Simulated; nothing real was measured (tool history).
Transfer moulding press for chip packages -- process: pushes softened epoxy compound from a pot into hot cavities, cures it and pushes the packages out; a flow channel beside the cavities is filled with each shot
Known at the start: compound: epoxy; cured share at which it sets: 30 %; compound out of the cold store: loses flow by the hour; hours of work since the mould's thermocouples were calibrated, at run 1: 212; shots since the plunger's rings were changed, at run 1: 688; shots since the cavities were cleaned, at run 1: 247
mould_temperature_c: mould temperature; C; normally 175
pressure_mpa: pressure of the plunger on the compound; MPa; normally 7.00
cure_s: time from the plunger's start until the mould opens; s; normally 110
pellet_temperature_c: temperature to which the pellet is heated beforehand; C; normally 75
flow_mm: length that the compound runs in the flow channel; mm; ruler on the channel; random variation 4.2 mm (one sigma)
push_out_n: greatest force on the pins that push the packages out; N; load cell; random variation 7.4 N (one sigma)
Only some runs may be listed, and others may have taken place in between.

run   hour  mould_temperature_c  pressure_mpa  cure_s  pellet_temperature_c  hours of work since the mould's thermocouples were calibrated  shots since the plunger's rings were changed  shots since the cavities were cleaned  incoming compound's hours out of the cold store  flow_mm  push_out_n
  1    0.0                  175          7.00     110                    75                                                            212                                           688                                    247                                             15.6     1005         472
  2   18.2                  175          7.00      96                    75                                                            221                                           823                                    382                                             31.2      925         656
  3   28.2                  175          7.00      96                    75                                                            226                                           898                                    457                                             40.5      876         632
  4   45.0                  175          7.00      96                    75                                                            234                                          1024                                    583                                             11.6     1028         794
  5   67.1                  175          7.00     110                    74                                                            244                                          1189                                    748                                             44.4      851         554
  6   78.9                  169          7.00     110                    74                                                            249                                          1277                                    836                                             12.0     1034         956
  7   91.9                  175          7.00     124                    75                                                            255                                          1374                                    933                                             39.6      864         459
  8  112.5                  175          7.00     110                    75                                                            265                                          1528                                   1087                                             33.4      890         608
     124.8  -- cavities cleaned with cleaning compound and waxed
  9  127.5                  175          8.49     110                    75                                                            271                                          1629                                     21                                             16.4     1077         349
 10  149.7                  175          8.49     110                    75                                                            282                                          1794                                    186                                             25.0     1031         439
 11  159.2                  175          7.00     110                    75                                                            286                                          1865                                    257                                             22.6      941         470
 12  180.7                  175          6.92     110                    75                                                            296                                          2025                                    417                                             45.3      829         466
 13  196.2                  175          6.92     115                    79                                                            304                                          2141                                    533                                             29.2      903         470
 14  213.5                  172          8.19      99                    75                                                            312                                          2270                                    662                                             18.0     1053         936
 15  227.8                  170          7.00     110                    76                                                            318                                          2377                                    769                                             32.7      900         798
 16  248.4                  170          7.00     110                    77                                                            328                                          2531                                    923                                             27.7      923         863
 17  264.4                  170          7.00     110                    77                                                            336                                          2651                                   1043                                             34.8      881         856
 18  276.8                  175          6.20     110                    75                                                            341                                          2743                                   1135                                             29.7      839         619
     283.1  -- cavities cleaned with cleaning compound and waxed
 19  290.8                  167          6.72     114                    70                                                            347                                          2836                                     57                                             17.1      957         599
 20  304.8                  176          6.72     121                    70                                                            354                                          2941                                    162                                             27.0      877         315
 21  326.4                  175          7.00     110                    67                                                            364                                          3102                                    323                                              8.1      996         538
 22  348.6                  175          8.02     110                    75                                                            374                                          3268                                    489                                             35.4      916         507
 23  370.8                  173          8.63     101                    69                                                            385                                          3433                                    654                                             36.2      955         757
 24  389.7                  175          7.00      92                    79                                                            393                                          3575                                    796                                             13.8      962         935

Predict each of these 4 candidate next runs independently; none follows another, all start after run 24:
  A  400.5                  175          7.00     103                    75                                                            399                                          3655                                    876                                             23.7        ?           ?
  B  400.5                  173          7.00      94                    67                                                            399                                          3655                                    876                                             25.4        ?           ?
  C  400.5                  175          7.00      92                    79                                                            399                                          3655                                    876                                             42.8        ?           ?
  D  400.5                  175          7.00      96                    75                                                            399                                          3655                                    876                                             41.3        ?           ?

run  flow_mm  push_out_n
  A      903         702
  B      902        1020
  C      815         842
  D      830         784
With the hidden condition removed and each run's random variation left untouched, the same runs would have given:
run  flow_mm  push_out_n
  A      967         355
  B      966         527
  C      873         432
  D      889         399
